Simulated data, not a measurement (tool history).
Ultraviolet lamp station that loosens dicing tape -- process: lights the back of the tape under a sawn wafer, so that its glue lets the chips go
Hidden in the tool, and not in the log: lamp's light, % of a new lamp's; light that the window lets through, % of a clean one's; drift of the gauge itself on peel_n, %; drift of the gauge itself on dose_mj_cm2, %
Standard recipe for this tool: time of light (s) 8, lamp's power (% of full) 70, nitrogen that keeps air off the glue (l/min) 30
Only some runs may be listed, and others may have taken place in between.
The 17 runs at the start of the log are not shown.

run,hour,time of light (s),lamp's power (% of full),nitrogen that keeps air off the glue (l/min),hours of work of the lamp,hours of work since the window was cleaned,force that peels the tape off (N),light that reached the tape (mJ/cm2)
18,646.2,8,70,30,147,239,0.444,299
19,675.6,8,70,30,158,251,0.433,300
20,728.6,7,70,30,180,272,0.569,266
21,753.9,7,70,30,190,282,0.576,262
22,800.9,7,70,30,209,301,0.588,258
23,836.9,7,70,30,223,316,0.588,257
24,899.2,5,72,26,248,341,1.052,193
25,943.8,11,70,12,266,359,0.504,411
26,993.7,5,70,16,286,379,1.329,185
27,1023.7,10,79,30,298,391,0.237,417
28,1070.5,10,79,37,317,409,0.227,426
29,1107.7,10,79,37,332,424,0.22,417
30,1170.3,10,79,37,357,449,0.221,420
31,1228.7,7,64,15,380,473,1.021,238
32,1289.2,6,75,38,404,497,0.595,242
# hour 1315.4: window cleaned of glue's vapour
33,1323.2,8,69,15,418,3,0.746,295
34,1351.4,8,69,15,429,14,0.736,294
35,1387.8,8,69,57,444,29,0.318,294
36,1442,8,75,41,466,51,0.333,319
37,1474.5,8,88,30,479,64,0.299,371
38,1512.9,11,70,39,494,79,0.217,413
39,1563.5,11,70,39,514,100,0.214,414
40,1612.3,8,60,11,534,119,1.091,258

Run 41 has not been measured yet. What should we expect?
41,1656.8,8,60,11,552,137,?,?

Run 41 produced force that peels the tape off (N) 1.081, light that reached the tape (mJ/cm2) 253.
Minus the tool's unlogged condition, the same run would have read force that peels the tape off (N) 1.076, light that reached the tape (mJ/cm2) 254.
